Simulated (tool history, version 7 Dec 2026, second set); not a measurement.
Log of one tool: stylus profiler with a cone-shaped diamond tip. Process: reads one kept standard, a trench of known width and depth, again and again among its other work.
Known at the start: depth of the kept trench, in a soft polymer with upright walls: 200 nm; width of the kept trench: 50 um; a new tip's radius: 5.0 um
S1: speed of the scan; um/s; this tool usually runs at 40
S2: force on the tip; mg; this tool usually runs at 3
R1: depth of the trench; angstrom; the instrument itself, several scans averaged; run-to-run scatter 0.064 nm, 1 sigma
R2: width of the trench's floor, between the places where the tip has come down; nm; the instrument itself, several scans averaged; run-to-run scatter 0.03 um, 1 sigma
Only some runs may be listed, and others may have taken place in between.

run      day   S1    S2      R1     R2
  1        0   40     3    2034  46370
  2    3.404   40  2.46  2028.9  46320
  3    5.804   40     3  2033.1  46390
  4    8.717   40     3  2032.9  46360
  5       12   40  4.15  2038.6  46360
  6   13.554   40  4.15  2038.7  46330
  7   16.333   40  4.15    2040  46320
  8   18.512   10     3  2031.2  46390
  9   21.092   40     3  2030.7  46230
 10   23.242   25     3  2029.8  46250
 11   25.325   25  1.04  2012.8  46200
 12     28.8   43  1.04  2012.8  46050
 13     31.3   43   1.6  2017.7  46110
 14   34.504   43   1.6  2017.6  46090
 15   37.121   40  8.06  2060.5  46210
 16   39.071   40     3  2027.3  46170
 17   42.096   40     3    2028  46120
 18   44.467   40     3  2027.6  46060
 19   46.504   40     3  2027.8  46060
 20   48.812   21     3  2027.9  46090
 21   51.321   21     3  2027.1  46120
 22   54.783   40     3  2026.3  45980
 23   56.388   40     3  2025.9  46060
 24   59.658   26  2.39  2022.5  45990
 25   63.133   22  4.91  2039.1  46110
 26   66.158   43  1.21  2009.9  45850
 27   68.842  137  1.48  2010.6  45380
 28   70.767   40  6.52  2047.4  45910
 29   72.988   12  4.56  2036.5  46040
 30   75.542   12  4.56  2034.1  45980
 31   78.683   12  4.56  2034.5  45910
 32   81.558   16  4.82    2036  45950
 33   83.162   16  4.82  2035.7  45930
 34   84.833   42  1.57  2010.9  45730
 35    87.05   57  2.52  2018.4  45760
 36   90.188   40  1.02    2016  45660
 37     93.5   40  1.02  2016.2  45650
 38   95.721   48  5.79  2052.3  45780
 39   98.142   29  6.44  2055.6  45810
 40  101.254   18  5.62  2051.5  45830
 41  102.933   15  3.11  2033.4  45780
 42  106.533  117  3.35  2034.4  45410
 43  109.629   40  1.07  2013.8  45540
 44  111.638   31  3.89  2038.8  45640
 45  113.417   40  3.56  2033.6  45690
 46  115.862  101  5.44  2046.6  45510

The log once held 1 entry between its listed runs, left out of this copy. Where does each go, and what is different about the tool's unlogged condition between the listed run before it and the listed run after it?
From run 35 to run 36: height scale calibrated on a step standard (day 88.871)
  radius of the tip, um: 10.33 -> 10.43; height scale over the true one, %: -0.573 -> 0.005
  measured value less the no-hidden-state value, R1: -11.6 -> +0.1 angstrom; R2: -1250 -> -1270 nm

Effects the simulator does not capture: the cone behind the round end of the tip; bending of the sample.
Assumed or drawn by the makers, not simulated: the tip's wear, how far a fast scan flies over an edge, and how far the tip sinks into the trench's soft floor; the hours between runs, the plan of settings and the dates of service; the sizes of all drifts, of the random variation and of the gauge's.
